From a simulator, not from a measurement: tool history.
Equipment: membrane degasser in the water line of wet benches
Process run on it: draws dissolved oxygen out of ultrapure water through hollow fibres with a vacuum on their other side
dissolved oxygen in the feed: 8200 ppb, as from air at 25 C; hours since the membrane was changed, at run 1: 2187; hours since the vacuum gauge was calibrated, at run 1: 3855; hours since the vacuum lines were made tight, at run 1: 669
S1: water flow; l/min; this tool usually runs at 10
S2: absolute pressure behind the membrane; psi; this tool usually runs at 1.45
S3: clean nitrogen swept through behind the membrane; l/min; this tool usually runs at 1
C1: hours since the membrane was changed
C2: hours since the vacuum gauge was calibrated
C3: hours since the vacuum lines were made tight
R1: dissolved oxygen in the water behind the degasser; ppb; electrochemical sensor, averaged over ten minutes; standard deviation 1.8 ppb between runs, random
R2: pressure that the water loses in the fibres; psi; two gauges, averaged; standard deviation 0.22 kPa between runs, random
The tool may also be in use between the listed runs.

run	hour	S1	S2	S3	C1	C2	C3	R1	R2
1	0	10	1.45	1	2187	3855	669	182.6	7.665
2	48.6	10	1.45	1	2236	3904	718	185	7.7
3	88	10	1.23	1	2275	3943	757	151.4	7.716
4	158.6	10	1.45	0.49	2346	4013	828	330.3	7.699
5	252.1	10	1.45	0.49	2439	4107	921	338.1	7.712
6	295.1	10	1.45	0.49	2482	4150	964	337.9	7.715
7	354.8	10	1.45	1.6	2542	4210	1024	126.2	7.754
8	439.6	10	1.45	1.6	2627	4294	1109	129.8	7.722
9	494.8	8	3.1	1.6	2682	4350	1164	228.3	6.141
10	584.2	8	3.1	1.6	2771	4439	1253	230	6.206
# hour 590.6: vacuum gauge calibrated
11	634.4	7	1.45	2.44	2821	44	1303	55.7	5.423
12	693.1	10	1.48	1	2880	103	1362	189	7.725
13	787.8	10	1.48	1	2974	197	1456	192.8	7.735
14	859	12	1.39	1.72	3046	268	1528	157.5	9.295
15	937.5	12	1.39	1.72	3124	347	1606	156.7	9.313

Here are 5 independent what-if runs from the current tool condition. What would each one return?
A	1032.9	15	1.39	2.48	3220	442	1701	?	?
B	1032.9	12	1.39	1.89	3220	442	1701	?	?
C	1032.9	14	2.73	1.13	3220	442	1701	?	?
D	1032.9	15	1.39	1.72	3220	442	1701	?	?
E	1032.9	15	2.54	1.72	3220	442	1701	?	?

run	R1	R2
A	181.5	11.655
B	146.7	9.301
C	502	10.818
D	225.7	11.644
E	379.4	11.681
With no hidden state in the tool, these same runs would have given:
run	R1	R2
A	163.4	11.296
B	132.8	9.016
C	479.4	10.485
D	204.5	11.285
E	358.3	11.322

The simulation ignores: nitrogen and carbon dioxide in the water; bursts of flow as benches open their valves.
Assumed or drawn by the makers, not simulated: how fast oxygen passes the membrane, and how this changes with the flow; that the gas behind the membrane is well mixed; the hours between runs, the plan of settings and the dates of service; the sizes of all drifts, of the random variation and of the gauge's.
